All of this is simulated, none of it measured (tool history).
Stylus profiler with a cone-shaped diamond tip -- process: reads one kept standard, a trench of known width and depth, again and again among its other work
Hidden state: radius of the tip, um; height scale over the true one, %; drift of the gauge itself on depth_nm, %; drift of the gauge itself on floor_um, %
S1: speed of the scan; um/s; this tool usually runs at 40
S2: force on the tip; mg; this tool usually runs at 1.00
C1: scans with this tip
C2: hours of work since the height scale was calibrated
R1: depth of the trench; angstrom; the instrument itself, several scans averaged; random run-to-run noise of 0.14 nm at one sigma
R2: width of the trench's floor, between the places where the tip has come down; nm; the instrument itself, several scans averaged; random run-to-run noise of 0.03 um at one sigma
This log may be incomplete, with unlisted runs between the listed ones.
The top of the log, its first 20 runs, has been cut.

{"run": 21, "hour": 685.8, "S1": 23, "S2": 0.44, "C1": 10572, "C2": 86, "R1": 5034.2, "R2": 43460}
{"run": 22, "hour": 718.2, "S1": 97, "S2": 0.57, "C1": 10839, "C2": 110, "R1": 5039.6, "R2": 43130}
{"run": 23, "hour": 748.5, "S1": 15, "S2": 0.46, "C1": 11087, "C2": 132, "R1": 5034.8, "R2": 43480}
{"run": 24, "hour": 772.9, "S1": 15, "S2": 0.46, "C1": 11288, "C2": 149, "R1": 5033.5, "R2": 43460}
{"hour": 799.0, "done": "height scale calibrated on a step standard, once more"}
{"run": 25, "hour": 804.3, "S1": 15, "S2": 0.46, "C1": 11542, "C2": 4, "R1": 5027.9, "R2": 43410}
{"run": 26, "hour": 837.4, "S1": 52, "S2": 2.67, "C1": 11815, "C2": 28, "R1": 5090.4, "R2": 43310}
{"run": 27, "hour": 877.3, "S1": 27, "S2": 0.36, "C1": 12144, "C2": 57, "R1": 5022.7, "R2": 43210}
{"run": 28, "hour": 923.6, "S1": 27, "S2": 0.36, "C1": 12525, "C2": 91, "R1": 5024.2, "R2": 43150}
{"run": 29, "hour": 946.0, "S1": 27, "S2": 0.36, "C1": 12709, "C2": 107, "R1": 5024.2, "R2": 43110}
{"run": 30, "hour": 990.1, "S1": 27, "S2": 0.36, "C1": 13072, "C2": 139, "R1": 5024.2, "R2": 43050}
{"run": 31, "hour": 1018.6, "S1": 27, "S2": 0.36, "C1": 13306, "C2": 160, "R1": 5025.4, "R2": 43010}
{"run": 32, "hour": 1043.9, "S1": 15, "S2": 0.82, "C1": 13514, "C2": 178, "R1": 5043.6, "R2": 43130}
{"run": 33, "hour": 1086.9, "S1": 123, "S2": 2.1, "C1": 13869, "C2": 209, "R1": 5077.0, "R2": 42780}
{"run": 34, "hour": 1121.3, "S1": 35, "S2": 0.78, "C1": 14151, "C2": 234, "R1": 5041.1, "R2": 42940}
{"run": 35, "hour": 1167.3, "S1": 149, "S2": 2.54, "C1": 14529, "C2": 268, "R1": 5087.5, "R2": 42650}
{"run": 36, "hour": 1194.8, "S1": 40, "S2": 2.46, "C1": 14756, "C2": 288, "R1": 5086.3, "R2": 42890}
{"run": 37, "hour": 1219.0, "S1": 40, "S2": 2.46, "C1": 14955, "C2": 305, "R1": 5086.8, "R2": 42890}
{"run": 38, "hour": 1258.6, "S1": 10, "S2": 1.1, "C1": 15281, "C2": 334, "R1": 5050.4, "R2": 42850}
{"run": 39, "hour": 1291.3, "S1": 54, "S2": 0.76, "C1": 15550, "C2": 358, "R1": 5038.9, "R2": 42610}
{"run": 40, "hour": 1331.4, "S1": 54, "S2": 0.76, "C1": 15880, "C2": 387, "R1": 5042.7, "R2": 42660}

3 options for the next run, each taken on its own from the tool as it stands now. Forecast them:
{"run": "A", "hour": 1351.9, "S1": 145, "S2": 1.53, "C1": 16049, "C2": 402, "R1": "?", "R2": "?"}
{"run": "B", "hour": 1351.9, "S1": 58, "S2": 0.45, "C1": 16049, "C2": 402, "R1": "?", "R2": "?"}
{"run": "C", "hour": 1351.9, "S1": 40, "S2": 0.85, "C1": 16049, "C2": 402, "R1": "?", "R2": "?"}

run=A R1=5065.4 R2=42370
run=B R1=5028.3 R2=42480
run=C R1=5046.0 R2=42640
What these runs would have given with no unlogged condition in the tool:
run=A R1=5062.2 R2=45190
run=B R1=5025.1 R2=45300
run=C R1=5042.8 R2=45460
